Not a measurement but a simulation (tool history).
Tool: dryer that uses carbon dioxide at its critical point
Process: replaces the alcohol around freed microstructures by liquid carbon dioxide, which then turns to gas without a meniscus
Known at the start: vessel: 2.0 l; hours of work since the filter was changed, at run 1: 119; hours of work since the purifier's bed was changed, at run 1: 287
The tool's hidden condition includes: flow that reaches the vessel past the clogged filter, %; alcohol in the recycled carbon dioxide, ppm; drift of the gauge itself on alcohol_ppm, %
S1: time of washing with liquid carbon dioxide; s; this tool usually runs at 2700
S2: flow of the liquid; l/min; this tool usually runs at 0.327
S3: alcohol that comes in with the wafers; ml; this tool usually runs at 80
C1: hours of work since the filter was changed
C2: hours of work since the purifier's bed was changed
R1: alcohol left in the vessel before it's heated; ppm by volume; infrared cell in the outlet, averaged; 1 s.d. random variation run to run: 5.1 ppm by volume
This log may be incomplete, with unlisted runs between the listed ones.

run 1 day=0.000 | S1=2700 S2=0.327 S3=80 | C1=119 C2=287 | R1=146
run 2 day=0.396 | S1=2700 S2=0.327 S3=80 | C1=124 C2=292 | R1=137
run 3 day=0.838 | S1=2700 S2=0.327 S3=80 | C1=130 C2=297 | R1=135
run 4 day=1.254 | S1=2700 S2=0.327 S3=80 | C1=135 C2=303 | R1=136
run 5 day=1.642 | S1=2700 S2=0.327 S3=80 | C1=140 C2=308 | R1=139
run 6 day=2.242 | S1=2700 S2=0.327 S3=80 | C1=148 C2=316 | R1=148
run 7 day=2.708 | S1=2700 S2=0.327 S3=80 | C1=154 C2=322 | R1=144
run 8 day=3.046 | S1=2700 S2=0.327 S3=23 | C1=158 C2=326 | R1=96
run 9 day=3.554 | S1=3900 S2=0.211 S3=23 | C1=165 C2=333 | R1=112
run 10 day=3.833 | S1=2700 S2=0.327 S3=49 | C1=169 C2=336 | R1=118
run 11 day=4.383 | S1=3360 S2=0.291 S3=102 | C1=176 C2=343 | R1=121
run 12 day=4.950 | S1=2400 S2=0.241 S3=119 | C1=183 C2=351 | R1=1192
run 13 day=5.354 | S1=2400 S2=0.241 S3=119 | C1=188 C2=356 | R1=1223
run 14 day=5.617 | S1=2400 S2=0.241 S3=119 | C1=192 C2=359 | R1=1217
run 15 day=6.083 | S1=3660 S2=0.200 S3=91 | C1=198 C2=365 | R1=385
run 16 day=6.388 | S1=4200 S2=0.200 S3=39 | C1=202 C2=369 | R1=141

Below are 5 alternative next runs, each starting from the tool's condition after run 16. Predict each:
run A day=6.854 | S1=3360 S2=0.197 S3=63 | C1=208 C2=376 | R1=?
run B day=6.854 | S1=2700 S2=0.209 S3=109 | C1=208 C2=376 | R1=?
run C day=6.854 | S1=1980 S2=0.483 S3=86 | C1=208 C2=376 | R1=?
run D day=6.854 | S1=1620 S2=0.200 S3=39 | C1=208 C2=376 | R1=?
run E day=6.854 | S1=3420 S2=0.292 S3=80 | C1=208 C2=376 | R1=?

run=A R1=455
run=B R1=1286
run=C R1=128
run=D R1=2284
run=E R1=118
With no hidden state in the tool, these same runs would have given:
run=A R1=269
run=B R1=885
run=C R1=33
run=D R1=1840
run=E R1=29

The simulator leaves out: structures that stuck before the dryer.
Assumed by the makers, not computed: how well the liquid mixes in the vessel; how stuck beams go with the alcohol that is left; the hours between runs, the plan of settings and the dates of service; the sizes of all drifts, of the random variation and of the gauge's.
